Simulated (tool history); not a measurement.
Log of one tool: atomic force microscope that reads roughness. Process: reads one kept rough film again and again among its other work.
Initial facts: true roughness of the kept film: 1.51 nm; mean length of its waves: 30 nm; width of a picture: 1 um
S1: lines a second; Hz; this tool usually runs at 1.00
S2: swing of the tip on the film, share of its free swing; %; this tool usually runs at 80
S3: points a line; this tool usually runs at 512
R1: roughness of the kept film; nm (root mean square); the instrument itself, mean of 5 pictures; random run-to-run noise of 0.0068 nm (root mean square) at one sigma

run 1 day=0.000 | S1=1.00 S2=80 S3=512 | R1=1.346
run 2 day=0.546 | S1=1.00 S2=80 S3=512 | R1=1.344
run 3 day=1.192 | S1=1.00 S2=80 S3=512 | R1=1.328
run 4 day=1.654 | S1=1.29 S2=80 S3=512 | R1=1.304
run 5 day=2.338 | S1=1.29 S2=80 S3=512 | R1=1.287
run 6 day=3.021 | S1=1.29 S2=80 S3=512 | R1=1.271
run 7 day=3.629 | S1=1.00 S2=80 S3=507 | R1=1.285
run 8 day=4.162 | S1=1.41 S2=56 S3=333 | R1=1.310
run 9 day=4.846 | S1=1.07 S2=67 S3=1006 | R1=1.284
run 10 day=5.608 | S1=2.32 S2=67 S3=436 | R1=1.237
-- day=6.338 new tip fitted
run 11 day=6.446 | S1=2.32 S2=72 S3=439 | R1=1.336
run 12 day=7.033 | S1=2.32 S2=72 S3=439 | R1=1.311
run 13 day=7.400 | S1=2.32 S2=72 S3=439 | R1=1.306

Branching from run 13: 4 alternative next runs. What would each branch give?
run A day=8.117 | S1=0.96 S2=60 S3=521 | R1=?
run B day=8.117 | S1=3.82 S2=59 S3=296 | R1=?
run C day=8.117 | S1=1.00 S2=80 S3=483 | R1=?
run D day=8.117 | S1=1.01 S2=64 S3=439 | R1=?

run=A R1=1.376
run=B R1=1.317
run=C R1=1.315
run=D R1=1.355
Stripped of hidden state, with their random variation kept, the same runs would have yielded:
run=A R1=1.418
run=B R1=1.358
run=C R1=1.356
run=D R1=1.398
